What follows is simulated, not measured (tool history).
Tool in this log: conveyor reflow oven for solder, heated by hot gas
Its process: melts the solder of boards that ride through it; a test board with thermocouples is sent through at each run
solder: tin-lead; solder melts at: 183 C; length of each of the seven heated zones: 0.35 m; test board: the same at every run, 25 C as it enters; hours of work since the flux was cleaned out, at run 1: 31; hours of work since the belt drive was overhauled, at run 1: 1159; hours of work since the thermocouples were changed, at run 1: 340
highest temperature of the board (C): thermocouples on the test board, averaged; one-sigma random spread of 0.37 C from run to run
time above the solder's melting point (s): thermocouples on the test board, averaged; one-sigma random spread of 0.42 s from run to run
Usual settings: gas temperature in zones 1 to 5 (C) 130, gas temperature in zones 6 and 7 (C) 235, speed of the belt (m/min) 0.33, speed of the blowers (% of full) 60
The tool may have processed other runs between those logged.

run	hour	gas temperature in zones 1 to 5 (C)	gas temperature in zones 6 and 7 (C)	speed of the belt (m/min)	speed of the blowers (% of full)	hours of work since the flux was cleaned out	hours of work since the belt drive was overhauled	hours of work since the thermocouples were changed	highest temperature of the board (C)	time above the solder's melting point (s)
1	0	130	235	0.33	60	31	1159	340	221.6	101.5
2	62.4	130	235	0.33	60	80	1207	389	221.3	102.2
3	130.1	139	235	0.33	60	132	1259	441	222.6	107.7
# hour 149.5: belt drive overhauled, speed set with a stopwatch
# hour 175.1: flux residue cleaned out of gas plates and filters
4	218.3	139	235	0.33	60	33	49	502	222.2	103.8
5	298	139	235	0.33	60	95	111	564	221.5	103.3
6	343.6	139	235	0.33	60	130	146	599	221.7	103.8
# hour 380.5: flux residue cleaned out of gas plates and filters
7	422.7	139	235	0.33	60	33	203	656	221.8	104.4
# hour 457.3: thermocouples of zones 6 and 7 changed
8	478.5	139	235	0.33	60	74	245	16	223.4	105.4
9	537.3	130	235	0.33	83	120	290	62	226.2	105.2
10	576	143	235	0.33	60	149	320	92	222.9	107.6
# hour 588.3: flux residue cleaned out of gas plates and filters
11	618.2	130	235	0.33	55	23	349	120	220.9	98.2
12	673.1	130	235	0.33	55	66	391	163	220.4	97.8
13	714	130	235	0.287	60	97	423	194	225.4	120.4
14	755.2	130	235	0.287	60	129	455	226	225.6	120.7
# hour 793.5: flux residue cleaned out of gas plates and filters
15	806.5	130	235	0.287	60	10	491	262	225.4	121.2
16	850.6	118	247	0.265	79	44	525	296	240.5	141.1
17	928.1	131	245	0.377	82	104	585	356	231.4	95.6
# hour 1003.3: flux residue cleaned out of gas plates and filters
18	1009.8	131	245	0.377	82	5	644	415	231.5	95.9
19	1076.7	131	245	0.377	82	57	695	467	231.2	95.5
20	1149.4	130	233	0.33	60	113	752	523	219	96.5
# hour 1211.2: flux residue cleaned out of gas plates and filters
21	1222.5	130	233	0.33	60	9	804	576	219.2	97.8
22	1303.3	141	228	0.288	70	71	867	638	219.5	121.7
23	1350.9	130	235	0.33	54	108	903	675	219.6	96.4
# hour 1362.6: thermocouples of zones 6 and 7 changed
# hour 1419: flux residue cleaned out of gas plates and filters
24	1424.9	129	235	0.33	54	4	955	44	221.6	99.9
25	1495.8	132	238	0.33	54	59	1010	99	224.5	104.9
26	1549.9	132	238	0.33	54	101	1052	141	224.2	104.7
# hour 1625.2: flux residue cleaned out of gas plates and filters
27	1632.3	133	231	0.289	53	5	1112	201	221.5	118.2
28	1713.8	130	233	0.312	61	68	1174	264	221.9	108.3
29	1781	130	226	0.33	72	120	1226	316	216.4	96.1

Here are 4 independent what-if runs from the current tool condition. What would each one return?
# hour 1830.6: flux residue cleaned out of gas plates and filters
# hour 1847.2: belt drive overhauled, speed set with a stopwatch
A	1863.3	117	225	0.394	60	22	12	372	?	?
# hour 1830.6: flux residue cleaned out of gas plates and filters
# hour 1847.2: belt drive overhauled, speed set with a stopwatch
B	1863.3	130	225	0.33	77	22	12	372	?	?
# hour 1830.6: flux residue cleaned out of gas plates and filters
# hour 1847.2: belt drive overhauled, speed set with a stopwatch
C	1863.3	130	238	0.277	71	22	12	372	?	?
# hour 1830.6: flux residue cleaned out of gas plates and filters
# hour 1847.2: belt drive overhauled, speed set with a stopwatch
D	1863.3	130	225	0.33	78	22	12	372	?	?

run	highest temperature of the board (C)	time above the solder's melting point (s)
A	205.9	54.9
B	215.4	93.6
C	231.4	130.5
D	215.5	93.3
Had the tool no hidden state, the same runs would have come out as:
run	highest temperature of the board (C)	time above the solder's melting point (s)
A	206.7	56.2
B	216.1	94.7
C	232.2	131.2
D	216.2	94.3

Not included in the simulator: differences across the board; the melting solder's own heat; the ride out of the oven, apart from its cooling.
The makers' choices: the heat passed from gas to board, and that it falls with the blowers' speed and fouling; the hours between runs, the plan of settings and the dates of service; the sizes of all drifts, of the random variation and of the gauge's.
